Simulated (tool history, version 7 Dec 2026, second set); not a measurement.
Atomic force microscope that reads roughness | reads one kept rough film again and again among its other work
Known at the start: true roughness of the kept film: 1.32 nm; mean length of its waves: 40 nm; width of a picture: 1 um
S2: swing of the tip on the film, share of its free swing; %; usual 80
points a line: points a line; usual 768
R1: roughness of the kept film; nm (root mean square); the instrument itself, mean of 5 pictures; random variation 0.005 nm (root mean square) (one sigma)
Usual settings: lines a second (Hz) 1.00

run 1 day=0.000 | lines_a_second_(Hz)=1.00 S2=80 points_a_line=768 | R1=1.201
run 2 day=0.479 | lines_a_second_(Hz)=1.00 S2=80 points_a_line=768 | R1=1.200
run 3 day=1.092 | lines_a_second_(Hz)=1.00 S2=80 points_a_line=768 | R1=1.198
run 4 day=1.662 | lines_a_second_(Hz)=1.00 S2=80 points_a_line=768 | R1=1.191
-- day=1.992 new tip fitted
run 5 day=2.217 | lines_a_second_(Hz)=1.00 S2=80 points_a_line=768 | R1=1.253
run 6 day=3.112 | lines_a_second_(Hz)=1.00 S2=80 points_a_line=768 | R1=1.251
run 7 day=4.058 | lines_a_second_(Hz)=1.00 S2=80 points_a_line=768 | R1=1.232
run 8 day=4.667 | lines_a_second_(Hz)=1.00 S2=80 points_a_line=768 | R1=1.237
run 9 day=5.317 | lines_a_second_(Hz)=1.00 S2=80 points_a_line=768 | R1=1.240
run 10 day=6.262 | lines_a_second_(Hz)=1.00 S2=80 points_a_line=768 | R1=1.233
run 11 day=7.050 | lines_a_second_(Hz)=1.00 S2=80 points_a_line=768 | R1=1.223
run 12 day=8.004 | lines_a_second_(Hz)=3.52 S2=80 points_a_line=773 | R1=1.131
run 13 day=8.850 | lines_a_second_(Hz)=3.52 S2=80 points_a_line=773 | R1=1.127
run 14 day=9.829 | lines_a_second_(Hz)=1.95 S2=83 points_a_line=374 | R1=1.150
run 15 day=10.229 | lines_a_second_(Hz)=1.95 S2=87 points_a_line=374 | R1=1.142
run 16 day=10.638 | lines_a_second_(Hz)=0.71 S2=89 points_a_line=426 | R1=1.194
run 17 day=11.071 | lines_a_second_(Hz)=1.65 S2=62 points_a_line=493 | R1=1.214
run 18 day=12.038 | lines_a_second_(Hz)=1.18 S2=63 points_a_line=472 | R1=1.214
run 19 day=12.475 | lines_a_second_(Hz)=1.18 S2=63 points_a_line=331 | R1=1.214

Forecast each of these 5 alternatives for the next run:
run A day=13.225 | lines_a_second_(Hz)=0.66 S2=56 points_a_line=919 | R1=?
run B day=13.225 | lines_a_second_(Hz)=0.61 S2=83 points_a_line=331 | R1=?
run C day=13.225 | lines_a_second_(Hz)=1.00 S2=80 points_a_line=303 | R1=?
run D day=13.225 | lines_a_second_(Hz)=2.27 S2=57 points_a_line=768 | R1=?
run E day=13.225 | lines_a_second_(Hz)=1.40 S2=63 points_a_line=331 | R1=?

run=A R1=1.229
run=B R1=1.196
run=C R1=1.195
run=D R1=1.214
run=E R1=1.206
Without the tool's hidden state the same runs would have given:
run=A R1=1.293
run=B R1=1.258
run=C R1=1.257
run=D R1=1.277
run=E R1=1.269
